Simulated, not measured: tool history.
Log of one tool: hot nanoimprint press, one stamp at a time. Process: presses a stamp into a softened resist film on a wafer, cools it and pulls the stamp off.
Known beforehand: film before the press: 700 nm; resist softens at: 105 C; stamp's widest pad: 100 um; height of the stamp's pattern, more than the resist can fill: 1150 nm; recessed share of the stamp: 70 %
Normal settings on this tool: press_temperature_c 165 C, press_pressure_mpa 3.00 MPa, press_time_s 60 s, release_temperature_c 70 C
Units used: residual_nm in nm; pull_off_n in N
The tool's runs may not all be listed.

run 1 day=0.000 | press_temperature_c=165 press_pressure_mpa=3.00 press_time_s=60 release_temperature_c=70 | residual_nm=381.6 pull_off_n=218
run 2 day=2.883 | press_temperature_c=165 press_pressure_mpa=3.00 press_time_s=60 release_temperature_c=70 | residual_nm=381.4 pull_off_n=225
run 3 day=5.233 | press_temperature_c=165 press_pressure_mpa=3.00 press_time_s=60 release_temperature_c=70 | residual_nm=380.5 pull_off_n=230
run 4 day=7.617 | press_temperature_c=165 press_pressure_mpa=3.00 press_time_s=60 release_temperature_c=70 | residual_nm=379.2 pull_off_n=242
-- day=11.150 plate thermocouple calibrated
run 5 day=11.300 | press_temperature_c=165 press_pressure_mpa=3.14 press_time_s=60 release_temperature_c=70 | residual_nm=395.3 pull_off_n=255
run 6 day=14.275 | press_temperature_c=165 press_pressure_mpa=3.14 press_time_s=60 release_temperature_c=70 | residual_nm=392.7 pull_off_n=260
run 7 day=16.362 | press_temperature_c=165 press_pressure_mpa=3.14 press_time_s=60 release_temperature_c=70 | residual_nm=392.3 pull_off_n=266
-- day=16.883 stamp cleaned and given a new release coat
run 8 day=19.271 | press_temperature_c=165 press_pressure_mpa=3.00 press_time_s=60 release_temperature_c=70 | residual_nm=398.6 pull_off_n=212
run 9 day=22.154 | press_temperature_c=165 press_pressure_mpa=3.00 press_time_s=60 release_temperature_c=70 | residual_nm=396.9 pull_off_n=219
-- day=24.254 press's hydraulic seals changed and the load cell set to zero
run 10 day=25.417 | press_temperature_c=165 press_pressure_mpa=3.00 press_time_s=60 release_temperature_c=78 | residual_nm=374.3 pull_off_n=206
run 11 day=27.642 | press_temperature_c=165 press_pressure_mpa=3.00 press_time_s=60 release_temperature_c=62 | residual_nm=373.8 pull_off_n=274
run 12 day=31.225 | press_temperature_c=165 press_pressure_mpa=3.00 press_time_s=54 release_temperature_c=70 | residual_nm=382.5 pull_off_n=252
run 13 day=34.754 | press_temperature_c=165 press_pressure_mpa=3.00 press_time_s=54 release_temperature_c=70 | residual_nm=381.1 pull_off_n=268
-- day=36.442 stamp cleaned and given a new release coat
run 14 day=38.675 | press_temperature_c=165 press_pressure_mpa=4.02 press_time_s=54 release_temperature_c=70 | residual_nm=326.0 pull_off_n=217
-- day=39.671 plate thermocouple calibrated
run 15 day=42.292 | press_temperature_c=165 press_pressure_mpa=3.00 press_time_s=59 release_temperature_c=70 | residual_nm=390.4 pull_off_n=230
run 16 day=45.692 | press_temperature_c=165 press_pressure_mpa=3.00 press_time_s=59 release_temperature_c=70 | residual_nm=388.5 pull_off_n=244
run 17 day=47.696 | press_temperature_c=160 press_pressure_mpa=2.66 press_time_s=113 release_temperature_c=66 | residual_nm=434.5 pull_off_n=263
run 18 day=51.146 | press_temperature_c=160 press_pressure_mpa=2.66 press_time_s=113 release_temperature_c=66 | residual_nm=430.8 pull_off_n=277
run 19 day=54.729 | press_temperature_c=160 press_pressure_mpa=2.66 press_time_s=113 release_temperature_c=66 | residual_nm=426.4 pull_off_n=286
-- day=55.788 stamp cleaned and given a new release coat
run 20 day=56.538 | press_temperature_c=158 press_pressure_mpa=3.51 press_time_s=90 release_temperature_c=72 | residual_nm=443.2 pull_off_n=203
run 21 day=59.800 | press_temperature_c=165 press_pressure_mpa=3.00 press_time_s=47 release_temperature_c=70 | residual_nm=404.7 pull_off_n=214
run 22 day=61.725 | press_temperature_c=165 press_pressure_mpa=3.00 press_time_s=47 release_temperature_c=70 | residual_nm=404.7 pull_off_n=221
run 23 day=64.212 | press_temperature_c=155 press_pressure_mpa=3.00 press_time_s=60 release_temperature_c=60 | residual_nm=564.9 pull_off_n=268
run 24 day=67.233 | press_temperature_c=165 press_pressure_mpa=3.00 press_time_s=49 release_temperature_c=70 | residual_nm=399.3 pull_off_n=242
-- day=67.654 plate thermocouple calibrated
run 25 day=69.254 | press_temperature_c=165 press_pressure_mpa=3.00 press_time_s=49 release_temperature_c=70 | residual_nm=417.4 pull_off_n=246
run 26 day=72.704 | press_temperature_c=165 press_pressure_mpa=3.00 press_time_s=46 release_temperature_c=60 | residual_nm=419.6 pull_off_n=307
-- day=74.983 stamp cleaned and given a new release coat
run 27 day=76.188 | press_temperature_c=174 press_pressure_mpa=3.02 press_time_s=60 release_temperature_c=57 | residual_nm=246.9 pull_off_n=265
run 28 day=78.104 | press_temperature_c=153 press_pressure_mpa=3.61 press_time_s=40 release_temperature_c=70 | residual_nm=613.9 pull_off_n=221
run 29 day=81.517 | press_temperature_c=172 press_pressure_mpa=3.00 press_time_s=60 release_temperature_c=70 | residual_nm=272.6 pull_off_n=231
run 30 day=84.017 | press_temperature_c=162 press_pressure_mpa=1.86 press_time_s=47 release_temperature_c=57 | residual_nm=550.1 pull_off_n=287
run 31 day=87.638 | press_temperature_c=162 press_pressure_mpa=1.86 press_time_s=47 release_temperature_c=57 | residual_nm=550.5 pull_off_n=306

3 options for the next run, each taken on its own from the tool as it stands now. Forecast them:
run A day=89.842 | press_temperature_c=165 press_pressure_mpa=2.57 press_time_s=60 release_temperature_c=70 | residual_nm=? pull_off_n=?
run B day=89.842 | press_temperature_c=168 press_pressure_mpa=3.17 press_time_s=49 release_temperature_c=57 | residual_nm=? pull_off_n=?
run C day=89.842 | press_temperature_c=163 press_pressure_mpa=1.86 press_time_s=76 release_temperature_c=66 | residual_nm=? pull_off_n=?

run=A residual_nm=409.5 pull_off_n=254
run=B residual_nm=341.8 pull_off_n=313
run=C residual_nm=479.9 pull_off_n=262
What these runs would have given with no unlogged condition in the tool:
run=A residual_nm=413.3 pull_off_n=211
run=B residual_nm=340.1 pull_off_n=259
run=C residual_nm=489.6 pull_off_n=217

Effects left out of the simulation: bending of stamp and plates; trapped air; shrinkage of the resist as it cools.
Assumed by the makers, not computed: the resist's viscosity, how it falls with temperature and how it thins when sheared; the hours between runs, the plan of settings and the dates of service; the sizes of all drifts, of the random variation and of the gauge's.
